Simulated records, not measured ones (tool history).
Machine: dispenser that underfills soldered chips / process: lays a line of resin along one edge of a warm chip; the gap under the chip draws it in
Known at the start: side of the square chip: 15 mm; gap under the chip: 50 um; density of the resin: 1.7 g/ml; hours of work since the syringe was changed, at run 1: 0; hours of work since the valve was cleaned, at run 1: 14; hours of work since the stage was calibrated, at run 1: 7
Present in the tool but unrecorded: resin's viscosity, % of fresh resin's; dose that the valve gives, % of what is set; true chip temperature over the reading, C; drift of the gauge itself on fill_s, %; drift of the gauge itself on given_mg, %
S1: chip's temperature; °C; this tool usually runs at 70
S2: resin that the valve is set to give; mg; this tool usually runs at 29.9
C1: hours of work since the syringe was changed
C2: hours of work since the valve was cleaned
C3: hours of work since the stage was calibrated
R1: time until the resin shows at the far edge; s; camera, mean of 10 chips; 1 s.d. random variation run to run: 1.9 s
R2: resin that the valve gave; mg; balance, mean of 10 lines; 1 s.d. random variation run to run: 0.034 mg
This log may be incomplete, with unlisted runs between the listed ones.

| run | hour | S1 | S2 | C1 | C2 | C3 | R1 | R2 |
|---|---|---|---|---|---|---|---|---|
| 1 | 0.0 | 70 | 29.9 | 0 | 14 | 7 | 192.9 | 29.85 |
| 2 | 4.8 | 70 | 29.9 | 3 | 17 | 10 | 219.4 | 29.81 |
| 3 | 8.8 | 73 | 29.9 | 6 | 19 | 12 | 221.4 | 29.67 |
|  | 14.7 | new syringe of resin |
| 4 | 16.1 | 70 | 35.2 | 1 | 23 | 17 | 195.6 | 34.96 |
| 5 | 20.7 | 70 | 35.2 | 4 | 26 | 19 | 222.0 | 34.93 |
| 6 | 27.9 | 70 | 38.2 | 8 | 31 | 24 | 274.0 | 37.97 |
|  | 29.3 | new syringe of resin |
| 7 | 31.5 | 70 | 38.2 | 1 | 33 | 26 | 205.5 | 37.85 |
| 8 | 36.1 | 70 | 38.2 | 4 | 36 | 29 | 231.2 | 37.81 |
| 9 | 39.8 | 70 | 29.9 | 7 | 38 | 31 | 265.4 | 29.60 |
|  | 43.7 | new syringe of resin |
| 10 | 46.1 | 56 | 29.9 | 1 | 42 | 35 | 341.1 | 29.59 |
| 11 | 53.9 | 69 | 29.9 | 6 | 47 | 40 | 269.3 | 29.49 |
|  | 58.4 | new syringe of resin |
| 12 | 60.7 | 56 | 29.9 | 1 | 51 | 44 | 346.0 | 29.47 |
| 13 | 64.8 | 56 | 29.9 | 4 | 53 | 46 | 393.7 | 29.44 |
| 14 | 71.9 | 56 | 31.5 | 8 | 58 | 51 | 474.4 | 30.95 |
|  | 73.1 | new syringe of resin |
| 15 | 77.5 | 75 | 29.9 | 3 | 61 | 54 | 184.5 | 29.33 |
| 16 | 82.2 | 68 | 29.9 | 6 | 64 | 57 | 268.0 | 29.26 |
|  | 86.9 | dispensing valve cleaned and set on the balance |
|  | 89.0 | new syringe of resin |
| 17 | 90.2 | 68 | 29.9 | 1 | 2 | 61 | 211.2 | 29.87 |

Run 18, settings as shown, results not yet in. Your forecast:
| 18 | 96.2 | 68 | 29.9 | 4 | 6 | 65 | ? | ? |

{"run 18": {"R1": 250.3, "R2": 29.74}}
With the hidden condition absent and the run-to-run variation left alone, this run would have shown R1 203.4 s, R2 29.84 mg.

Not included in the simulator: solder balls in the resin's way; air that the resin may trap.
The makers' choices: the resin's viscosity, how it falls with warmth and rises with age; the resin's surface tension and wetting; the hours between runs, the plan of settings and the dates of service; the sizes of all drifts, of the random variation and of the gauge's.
